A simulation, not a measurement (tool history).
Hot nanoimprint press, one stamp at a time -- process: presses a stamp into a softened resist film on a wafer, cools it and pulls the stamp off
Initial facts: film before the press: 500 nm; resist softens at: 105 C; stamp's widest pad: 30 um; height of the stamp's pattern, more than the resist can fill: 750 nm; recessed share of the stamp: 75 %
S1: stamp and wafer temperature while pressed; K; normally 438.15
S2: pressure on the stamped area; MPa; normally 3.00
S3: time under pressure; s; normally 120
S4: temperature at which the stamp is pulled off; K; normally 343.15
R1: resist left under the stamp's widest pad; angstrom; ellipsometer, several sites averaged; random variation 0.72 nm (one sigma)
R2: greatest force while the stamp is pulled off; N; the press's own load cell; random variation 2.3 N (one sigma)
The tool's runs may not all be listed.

{"run": 1, "hour": 0.0, "S1": 438.15, "S2": 3.0, "S3": 120, "S4": 343.15, "R1": 1778, "R2": 103}
{"run": 2, "hour": 42.1, "S1": 441.15, "S2": 3.0, "S3": 120, "S4": 343.15, "R1": 1593, "R2": 104}
{"run": 3, "hour": 76.0, "S1": 441.15, "S2": 3.0, "S3": 120, "S4": 343.15, "R1": 1600, "R2": 104}
{"hour": 105.9, "done": "stamp cleaned and given a new release coat"}
{"run": 4, "hour": 119.6, "S1": 441.15, "S2": 3.0, "S3": 120, "S4": 343.15, "R1": 1609, "R2": 101}
{"run": 5, "hour": 146.4, "S1": 438.15, "S2": 3.0, "S3": 120, "S4": 343.15, "R1": 1781, "R2": 104}
{"run": 6, "hour": 166.3, "S1": 438.15, "S2": 3.0, "S3": 120, "S4": 343.15, "R1": 1787, "R2": 103}
{"run": 7, "hour": 199.1, "S1": 438.15, "S2": 3.0, "S3": 120, "S4": 343.15, "R1": 1782, "R2": 97}
{"run": 8, "hour": 228.6, "S1": 442.15, "S2": 2.32, "S3": 182, "S4": 342.15, "R1": 1547, "R2": 103}
{"run": 9, "hour": 267.2, "S1": 438.15, "S2": 3.92, "S3": 133, "S4": 342.15, "R1": 1480, "R2": 106}
{"run": 10, "hour": 292.1, "S1": 438.15, "S2": 1.93, "S3": 120, "S4": 343.15, "R1": 2270, "R2": 105}
{"hour": 303.0, "done": "press's hydraulic seals changed and the load cell set to zero"}
{"run": 11, "hour": 330.2, "S1": 448.15, "S2": 2.67, "S3": 70, "S4": 344.15, "R1": 1683, "R2": 100}
{"run": 12, "hour": 355.1, "S1": 429.15, "S2": 2.73, "S3": 124, "S4": 347.15, "R1": 2616, "R2": 96}
{"run": 13, "hour": 394.1, "S1": 441.15, "S2": 2.46, "S3": 89, "S4": 346.15, "R1": 2020, "R2": 94}
{"run": 14, "hour": 423.5, "S1": 438.15, "S2": 2.46, "S3": 85, "S4": 350.15, "R1": 2270, "R2": 90}

Branching from run 14: 4 alternative next runs. What would each branch give?
{"hour": 449.6, "done": "stamp cleaned and given a new release coat"}
{"hour": 455.6, "done": "plate thermocouple calibrated"}
{"run": "A", "hour": 462.5, "S1": 438.15, "S2": 4.21, "S3": 85, "S4": 335.15, "R1": "?", "R2": "?"}
{"hour": 449.6, "done": "stamp cleaned and given a new release coat"}
{"hour": 455.6, "done": "plate thermocouple calibrated"}
{"run": "B", "hour": 462.5, "S1": 438.15, "S2": 4.08, "S3": 63, "S4": 330.15, "R1": "?", "R2": "?"}
{"hour": 449.6, "done": "stamp cleaned and given a new release coat"}
{"hour": 455.6, "done": "plate thermocouple calibrated"}
{"run": "C", "hour": 462.5, "S1": 441.15, "S2": 2.93, "S3": 120, "S4": 334.15, "R1": "?", "R2": "?"}
{"hour": 449.6, "done": "stamp cleaned and given a new release coat"}
{"hour": 455.6, "done": "plate thermocouple calibrated"}
{"run": "D", "hour": 462.5, "S1": 435.15, "S2": 3.0, "S3": 91, "S4": 333.15, "R1": "?", "R2": "?"}

run=A R1=1696 R2=117
run=B R1=1930 R2=129
run=C R1=1662 R2=117
run=D R1=2224 R2=123
The same runs, with their run-to-run variation unchanged, on a tool lacking any hidden condition would have given:
run=A R1=1660 R2=117
run=B R1=1889 R2=129
run=C R1=1627 R2=117
run=D R1=2177 R2=123
